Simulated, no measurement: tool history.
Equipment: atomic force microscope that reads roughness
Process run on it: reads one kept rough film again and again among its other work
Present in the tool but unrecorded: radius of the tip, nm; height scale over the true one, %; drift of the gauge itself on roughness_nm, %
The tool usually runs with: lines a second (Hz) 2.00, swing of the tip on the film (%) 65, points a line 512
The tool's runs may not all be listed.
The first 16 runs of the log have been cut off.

run,day,lines a second (Hz),swing of the tip on the film (%),points a line,pictures with this tip,hours of work since the height scale was calibrated,roughness of the kept film (nm (root mean square))
17,8.162,2.00,84,512,23,155,1.763
18,8.567,2.00,84,512,37,159,1.753
19,9.158,0.65,82,716,57,165,1.850
# day 9.554: new tip fitted
20,9.671,2.53,74,311,4,169,1.810
21,10.229,2.00,65,326,23,175,1.870
22,10.892,0.56,71,311,46,181,1.879
23,11.467,0.59,71,585,65,187,1.872
# day 11.596: new tip fitted
24,12.217,0.59,71,585,21,194,1.906
25,12.533,2.00,79,512,32,197,1.795
26,12.908,2.00,79,512,44,201,1.789
27,13.450,2.00,79,512,63,206,1.773
# day 13.667: new tip fitted
28,14.071,0.52,55,432,13,212,1.925
29,14.692,0.52,55,432,34,218,1.909
30,15.267,0.90,65,525,54,223,1.877
# day 15.758: new tip fitted
31,15.954,3.72,65,928,7,230,1.836
32,16.671,0.72,72,928,31,237,1.894
33,17.171,3.83,82,626,48,242,1.650
34,17.467,0.65,89,512,58,244,1.834
# day 17.804: new tip fitted
35,18.012,0.86,89,559,7,250,1.855
36,18.325,0.52,83,923,18,253,1.892

Each row is a separate what-if for the run after 36, all from the same tool condition, not one after another. Results?
A,18.758,0.52,79,441,32,257,?
B,18.758,2.00,78,606,32,257,?
C,18.758,0.96,83,923,32,257,?
D,18.758,0.52,83,781,32,257,?

run,roughness of the kept film (nm (root mean square))
A,1.894
B,1.804
C,1.855
D,1.879
Take away the tool's hidden state, keep each run's random variation, and the runs would have read:
run,roughness of the kept film (nm (root mean square))
A,1.915
B,1.824
C,1.876
D,1.900

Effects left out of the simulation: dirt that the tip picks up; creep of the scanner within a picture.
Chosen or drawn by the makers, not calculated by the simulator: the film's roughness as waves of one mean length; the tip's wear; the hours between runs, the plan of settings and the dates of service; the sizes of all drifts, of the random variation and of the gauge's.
